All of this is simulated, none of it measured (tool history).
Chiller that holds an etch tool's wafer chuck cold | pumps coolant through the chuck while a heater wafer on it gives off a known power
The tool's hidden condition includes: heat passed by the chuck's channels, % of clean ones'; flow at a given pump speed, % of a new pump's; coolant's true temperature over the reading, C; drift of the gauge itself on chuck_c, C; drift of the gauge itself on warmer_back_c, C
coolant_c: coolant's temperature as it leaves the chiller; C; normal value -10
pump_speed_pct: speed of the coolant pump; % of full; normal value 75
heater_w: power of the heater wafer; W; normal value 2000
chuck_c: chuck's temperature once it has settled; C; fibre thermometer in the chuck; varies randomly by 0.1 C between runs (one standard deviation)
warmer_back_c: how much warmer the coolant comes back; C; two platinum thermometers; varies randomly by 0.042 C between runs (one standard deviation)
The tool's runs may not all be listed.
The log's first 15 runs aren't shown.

run     day  coolant_c  pump_speed_pct  heater_w  hours since the coolant was changed and the channels were flushed  hours since the pump was overhauled  hours since the chiller's thermometer was calibrated  chuck_c  warmer_back_c
 16  12.821        -10              68      2000                                                               5805                                  386                                                  1330     21.9          11.08
 17  13.579        -10              94      2000                                                               5823                                  404                                                  1348     16.5           7.63
 18  14.629        -10              94      2000                                                               5849                                  429                                                  1373     16.5           7.67
 19  15.392         -3              62      2000                                                               5867                                  447                                                  1392     30.6          12.31
 20  16.442         -3              62      2000                                                               5892                                  472                                                  1417     30.7          12.31
 21  17.542         -3              62      2000                                                               5918                                  499                                                  1443     30.6          12.33
 22  18.246         -3              62      2000                                                               5935                                  516                                                  1460     30.8          12.38
 23  19.292         -3              62      2000                                                               5960                                  541                                                  1485     30.7          12.38
 24  20.029        -10              71      2000                                                               5978                                  559                                                  1503     21.1          10.55
 25  20.800        -10              71      2505                                                               5997                                  577                                                  1521     29.0          13.23
 26  21.700         -8              60      2000                                                               6018                                  599                                                  1543     26.5          12.78
 27  22.554         -8              60      2000                                                               6039                                  619                                                  1563     26.4          12.77
 28  23.167         -5              98      1109                                                               6053                                  634                                                  1578      9.5           4.06
 29  24.033        -13              78      2642                                                               6074                                  655                                                  1599     25.9          12.51
 30  25.217        -13              78      2642                                                               6103                                  683                                                  1627     26.1          12.52
 31  25.792        -18              79      1034                                                               6116                                  697                                                  1641     -2.6           4.84

Here are 5 independent what-if runs from the current tool condition. What would each one return?
  A  26.458         -1              99      1510                                                               6132                                  713                                                  1657        ?              ?
  B  26.458        -19              79      1670                                                               6132                                  713                                                  1657        ?              ?
  C  26.458         -4              75      2000                                                               6132                                  713                                                  1657        ?              ?
  D  26.458         -7              61      2000                                                               6132                                  713                                                  1657        ?              ?
  E  26.458        -14              75      2280                                                               6132                                  713                                                  1657        ?              ?

run  chuck_c  warmer_back_c
  A     18.6           5.40
  B      5.6           7.89
  C     26.1           9.92
  D     27.1          12.47
  E     20.7          11.33
The same runs, with their run-to-run variation unchanged, on a tool lacking any hidden condition would have given:
run  chuck_c  warmer_back_c
  A     16.7           5.35
  B      3.3           7.81
  C     23.4           9.83
  D     24.1          12.36
  E     17.5          11.22
